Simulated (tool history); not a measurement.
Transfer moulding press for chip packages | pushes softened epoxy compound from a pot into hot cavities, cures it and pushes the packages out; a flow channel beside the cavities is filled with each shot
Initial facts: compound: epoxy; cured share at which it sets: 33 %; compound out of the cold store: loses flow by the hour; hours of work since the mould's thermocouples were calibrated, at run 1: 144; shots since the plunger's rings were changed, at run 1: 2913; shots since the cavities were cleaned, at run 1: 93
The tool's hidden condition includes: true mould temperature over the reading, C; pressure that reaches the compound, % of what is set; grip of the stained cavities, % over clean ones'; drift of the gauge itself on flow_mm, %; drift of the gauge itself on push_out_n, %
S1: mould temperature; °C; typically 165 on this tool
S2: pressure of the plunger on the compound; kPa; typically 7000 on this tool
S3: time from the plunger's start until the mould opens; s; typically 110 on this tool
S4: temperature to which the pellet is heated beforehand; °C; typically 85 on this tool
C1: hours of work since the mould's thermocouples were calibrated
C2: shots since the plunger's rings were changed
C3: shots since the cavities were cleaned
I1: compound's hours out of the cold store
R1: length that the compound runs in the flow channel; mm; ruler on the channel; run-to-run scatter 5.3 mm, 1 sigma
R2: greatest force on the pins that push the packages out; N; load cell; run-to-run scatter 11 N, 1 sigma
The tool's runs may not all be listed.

run,hour,S1,S2,S3,S4,C1,C2,C3,I1,R1,R2
1,0,165,7000,110,85,144,2913,93,39.5,478,556
2,10.3,165,7000,110,85,152,3031,211,28.3,520,605
3,17,165,7000,110,85,156,3107,287,34.3,495,662
4,30,167,7000,110,85,166,3256,436,14.1,570,713
5,36.5,168,7000,110,85,170,3331,511,14.8,560,679
6,42.4,168,7000,110,85,175,3397,577,14.8,569,711
7,52.5,168,7000,110,85,182,3514,694,40.4,471,709
# hour 55.9: cavities cleaned with cleaning compound and waxed
8,61.6,168,7000,122,85,187,3600,66,17.7,554,448
9,68.9,168,7000,122,85,193,3683,149,15.5,559,477
10,75.9,168,7000,122,82,198,3763,229,39.1,478,509
11,84,168,7000,122,82,203,3856,322,10.4,585,565
12,94.3,168,7000,122,82,211,3973,439,45.3,454,587
13,104.6,168,7000,110,85,218,4091,557,9.1,578,664
14,113.1,168,7000,110,85,224,4188,654,37.9,465,669
# hour 119.9: cavities cleaned with cleaning compound and waxed
15,125,168,7000,110,85,232,4307,59,19.4,548,473
# hour 128.9: plunger's sealing rings changed
16,140.1,168,5540,110,85,241,128,202,17.7,538,554
17,149.4,165,5300,110,87,247,235,309,28.4,478,640
18,160.8,165,6510,110,87,255,365,439,45.2,470,658
19,172.8,165,6510,110,87,264,502,576,26.7,542,742
20,180.8,164,5510,137,88,270,593,667,36.6,466,612
# hour 187: cavities cleaned with cleaning compound and waxed
21,190.7,157,5510,137,88,276,689,42,18.8,535,590
22,197.5,164,5510,136,77,280,767,120,40.8,450,506
23,204.3,166,7000,111,85,285,845,198,20.7,578,592
24,211.9,165,8470,130,90,291,931,284,28,598,545
25,223.1,165,8470,130,90,299,1060,413,41.9,536,590
26,230.5,165,8470,130,90,304,1144,497,15.7,652,605
# hour 234.6: mould's thermocouples calibrated
27,245.3,165,8470,130,79,8,1291,644,16.4,648,666
# hour 252.9: cavities cleaned with cleaning compound and waxed
28,258.6,165,8470,130,79,16,1425,65,34.5,569,461
29,269.2,165,8470,130,79,24,1547,187,43.6,548,500

Each run again, without the hidden state but with its own random variation kept:
run,R1,R2
1,510,504
2,556,499
3,531,518
4,613,511
5,603,468
6,613,477
7,509,456
8,599,420
9,606,415
10,520,412
11,637,432
12,496,420
13,634,457
14,511,440
15,603,455
16,540,471
17,481,509
18,474,484
19,549,513
20,473,398
21,543,584
22,458,448
23,589,502
24,610,427
25,549,427
26,668,420
27,665,427
28,586,420
29,565,409

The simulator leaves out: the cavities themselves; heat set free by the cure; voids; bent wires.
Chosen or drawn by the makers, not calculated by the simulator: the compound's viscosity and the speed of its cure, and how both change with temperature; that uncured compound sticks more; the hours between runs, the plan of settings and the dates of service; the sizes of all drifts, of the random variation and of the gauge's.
